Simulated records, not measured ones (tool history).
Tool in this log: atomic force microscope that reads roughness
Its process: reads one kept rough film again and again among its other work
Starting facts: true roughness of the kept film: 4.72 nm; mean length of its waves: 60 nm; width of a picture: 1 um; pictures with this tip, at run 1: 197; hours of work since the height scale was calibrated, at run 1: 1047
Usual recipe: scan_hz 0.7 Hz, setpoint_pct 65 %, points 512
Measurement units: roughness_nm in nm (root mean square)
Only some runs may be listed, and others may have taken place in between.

run     day  scan_hz  setpoint_pct  points  pictures with this tip  hours of work since the height scale was calibrated  roughness_nm
  1       0      0.7            65     512                     197                                                 1047         4.411
  2    1.05      0.7            65     512                     250                                                 1066         4.449
  3   2.004    1.283            65     512                     297                                                 1083         4.402
      2.721  -- new tip fitted
  4   3.696    1.283            65     512                      48                                                 1113         4.391
  5   4.662    1.283            65     512                      96                                                 1130           4.4
  6   5.758    1.283            65     512                     151                                                 1150         4.408
  7   6.888      0.7            65     512                     207                                                 1170         4.466
  8   8.171      0.7            65     512                     271                                                 1193         4.473
      9.538  -- new tip fitted
  9  10.171      0.7            65     512                      31                                                 1228         4.483
 10  11.054      0.7            65     512                      75                                                 1244         4.453
 11  12.112      0.7            70     512                     128                                                 1263         4.436
 12  13.833      0.7            79     512                     213                                                 1294         4.399
 13  15.929      0.7            79     512                     317                                                 1331          4.39
     16.362  -- new tip fitted
 14  17.125      0.7            74     512                      38                                                 1352          4.41
 15  18.808     2.07            65     512                     121                                                 1382         4.303
 16  20.238     2.07            65     512                     193                                                 1408         4.302
 17  22.071     2.07            65     512                     284                                                 1441         4.283
     23.058  -- new tip fitted
 18  24.079     2.07            65     512                      51                                                 1476         4.298
 19  26.225     2.07            65     512                     157                                                 1515         4.309
 20  28.104    0.537            65     512                     251                                                 1548         4.463
 21  29.371      0.7            65     512                     314                                                 1571         4.451
     29.788  -- new tip fitted
 22  31.525      0.7            67     512                      87                                                 1609         4.438
 23  32.996      0.7            67     512                     160                                                 1635         4.435
         34  -- height scale calibrated on a step standard
 24  34.029      0.7            65     512                     209                                                    1         4.474
 25  35.533      0.7            65     512                     284                                                   27         4.445
      36.65  -- new tip fitted
 26  37.238      0.7            65     512                      29                                                   58         4.447
 27  39.338      0.7            65     289                     133                                                   95         4.436
 28  41.204    0.525            65     512                     226                                                  129         4.505
 29  42.142    0.525            65     512                     273                                                  145          4.51
      43.45  -- new tip fitted
 30  44.017    0.525            65     512                      28                                                  179         4.481
 31  45.808      0.7            65     416                     117                                                  211         4.459
 32  47.054      0.7            68     655                     179                                                  233         4.445

Forecast run 33:
 33  47.996    2.211            65     529                     226                                                  250             ?

Logged for run 33: roughness_nm 4.278 nm (root mean square).
With the hidden condition absent and the run-to-run variation left alone, this run would have shown roughness_nm 4.284 nm (root mean square).
